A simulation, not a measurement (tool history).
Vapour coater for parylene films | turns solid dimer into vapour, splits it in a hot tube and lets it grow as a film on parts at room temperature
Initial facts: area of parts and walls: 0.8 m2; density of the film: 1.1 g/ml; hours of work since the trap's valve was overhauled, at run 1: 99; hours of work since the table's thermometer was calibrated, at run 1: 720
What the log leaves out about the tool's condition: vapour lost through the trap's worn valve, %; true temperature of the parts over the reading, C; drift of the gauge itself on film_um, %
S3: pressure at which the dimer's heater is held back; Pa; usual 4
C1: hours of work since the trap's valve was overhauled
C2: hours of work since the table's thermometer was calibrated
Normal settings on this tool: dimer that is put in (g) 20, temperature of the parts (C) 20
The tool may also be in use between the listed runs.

run 1 hour=0 | dimer_that_is_put_in_(g)=20 temperature_of_the_parts_(C)=20 S3=4 | C1=99 C2=720 | thickness_of_the_film_(um)=17.99
run 2 hour=82.8 | dimer_that_is_put_in_(g)=20 temperature_of_the_parts_(C)=20 S3=4 | C1=161 C2=781 | thickness_of_the_film_(um)=18.1
run 3 hour=134.1 | dimer_that_is_put_in_(g)=20 temperature_of_the_parts_(C)=20 S3=4 | C1=199 C2=819 | thickness_of_the_film_(um)=18.23
run 4 hour=181.1 | dimer_that_is_put_in_(g)=20 temperature_of_the_parts_(C)=20 S3=4 | C1=234 C2=854 | thickness_of_the_film_(um)=18.52
run 5 hour=218.7 | dimer_that_is_put_in_(g)=20 temperature_of_the_parts_(C)=20 S3=4 | C1=262 C2=882 | thickness_of_the_film_(um)=18.29
run 6 hour=278.1 | dimer_that_is_put_in_(g)=20 temperature_of_the_parts_(C)=14 S3=4 | C1=306 C2=926 | thickness_of_the_film_(um)=21.58
-- hour=313.8 trap's valve overhauled
run 7 hour=361.9 | dimer_that_is_put_in_(g)=20 temperature_of_the_parts_(C)=12 S3=4 | C1=36 C2=986 | thickness_of_the_film_(um)=22.38
run 8 hour=407.7 | dimer_that_is_put_in_(g)=20 temperature_of_the_parts_(C)=12 S3=4 | C1=70 C2=1019 | thickness_of_the_film_(um)=22.26
run 9 hour=453.5 | dimer_that_is_put_in_(g)=20 temperature_of_the_parts_(C)=12 S3=9.94 | C1=104 C2=1054 | thickness_of_the_film_(um)=21.17
run 10 hour=523.2 | dimer_that_is_put_in_(g)=22 temperature_of_the_parts_(C)=20 S3=2.58 | C1=156 C2=1105 | thickness_of_the_film_(um)=20.69
run 11 hour=600 | dimer_that_is_put_in_(g)=30 temperature_of_the_parts_(C)=14 S3=2.58 | C1=213 C2=1162 | thickness_of_the_film_(um)=33.43
run 12 hour=668.2 | dimer_that_is_put_in_(g)=33 temperature_of_the_parts_(C)=14 S3=2.58 | C1=263 C2=1213 | thickness_of_the_film_(um)=36.68
run 13 hour=718.3 | dimer_that_is_put_in_(g)=28 temperature_of_the_parts_(C)=16 S3=9.67 | C1=300 C2=1250 | thickness_of_the_film_(um)=26.42
-- hour=760.7 trap's valve overhauled
run 14 hour=776.8 | dimer_that_is_put_in_(g)=10 temperature_of_the_parts_(C)=26 S3=5.37 | C1=12 C2=1291 | thickness_of_the_film_(um)=7.67
run 15 hour=854.4 | dimer_that_is_put_in_(g)=10 temperature_of_the_parts_(C)=25 S3=4 | C1=70 C2=1348 | thickness_of_the_film_(um)=8.02
run 16 hour=905.6 | dimer_that_is_put_in_(g)=18 temperature_of_the_parts_(C)=16 S3=2.59 | C1=108 C2=1386 | thickness_of_the_film_(um)=18.74
-- hour=965.5 table's thermometer calibrated
run 17 hour=991.1 | dimer_that_is_put_in_(g)=18 temperature_of_the_parts_(C)=16 S3=2.59 | C1=170 C2=19 | thickness_of_the_film_(um)=19.22

Branching from run 17: 3 alternative next runs. What would each branch give?
run A hour=1073.9 | dimer_that_is_put_in_(g)=29 temperature_of_the_parts_(C)=31 S3=8.34 | C1=232 C2=81 | thickness_of_the_film_(um)=?
run B hour=1073.9 | dimer_that_is_put_in_(g)=22 temperature_of_the_parts_(C)=18 S3=4.05 | C1=232 C2=81 | thickness_of_the_film_(um)=?
run C hour=1073.9 | dimer_that_is_put_in_(g)=18 temperature_of_the_parts_(C)=19 S3=4.58 | C1=232 C2=81 | thickness_of_the_film_(um)=?

run=A thickness_of_the_film_(um)=18.22
run=B thickness_of_the_film_(um)=21.26
run=C thickness_of_the_film_(um)=16.73
Take away the tool's hidden state, keep each run's random variation, and the runs would have read:
run=A thickness_of_the_film_(um)=18.29
run=B thickness_of_the_film_(um)=21.34
run=C thickness_of_the_film_(um)=16.8

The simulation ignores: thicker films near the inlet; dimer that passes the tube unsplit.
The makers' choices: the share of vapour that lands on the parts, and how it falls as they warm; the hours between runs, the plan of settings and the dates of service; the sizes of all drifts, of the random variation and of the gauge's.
